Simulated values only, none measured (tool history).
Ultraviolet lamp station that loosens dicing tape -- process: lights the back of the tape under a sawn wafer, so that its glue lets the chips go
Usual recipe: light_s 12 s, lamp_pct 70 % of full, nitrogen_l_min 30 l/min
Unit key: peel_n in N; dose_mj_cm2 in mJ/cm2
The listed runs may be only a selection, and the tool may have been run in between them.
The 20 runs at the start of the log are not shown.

run,hour,light_s,lamp_pct,nitrogen_l_min,hours of work of the lamp,hours of work since the window was cleaned,peel_n,dose_mj_cm2
21,400.8,12,70,30,655,350,0.566,293
22,428.8,8,70,22,673,368,1.114,195
23,458.4,8,70,22,692,387,1.062,192
24,472.5,12,61,40,701,396,0.587,254
25,498.6,6,67,15,718,413,1.665,134
26,519.4,6,67,15,731,426,1.718,134
27,536.1,12,74,30,742,437,0.544,298
28,555.5,12,70,30,754,449,0.610,282
# hour 558.0: window cleaned of glue's vapour
29,578.6,17,70,30,768,13,0.375,386
30,597.5,17,70,30,780,25,0.382,383
31,621.1,17,70,30,795,40,0.390,377
32,640.7,17,70,30,808,53,0.383,371
33,665.8,7,61,30,824,69,1.365,138
34,681.1,7,100,18,834,78,1.051,220
# hour 702.4: window cleaned of glue's vapour, once more
35,708.8,7,100,18,851,4,0.883,255
36,734.4,10,84,15,867,20,0.797,301
37,754.9,8,79,47,880,33,0.682,225
38,778.4,19,86,31,895,48,0.217,583
39,793.5,9,67,24,905,58,0.972,214
40,812.6,9,75,24,917,70,0.835,237
41,834.0,9,75,24,931,84,0.841,238

Alternative continuations, all from the tool just after run 41; predict every row:
A,848.7,7,87,26,940,93,?,?
B,848.7,21,75,24,940,93,?,?
C,848.7,12,94,29,940,93,?,?
D,848.7,13,70,54,940,93,?,?

run,peel_n,dose_mj_cm2
A,0.929,211
B,0.263,547
C,0.382,392
D,0.383,317
Without the tool's hidden state the same runs would have given:
run,peel_n,dose_mj_cm2
A,0.662,276
B,0.201,717
C,0.262,514
D,0.265,415
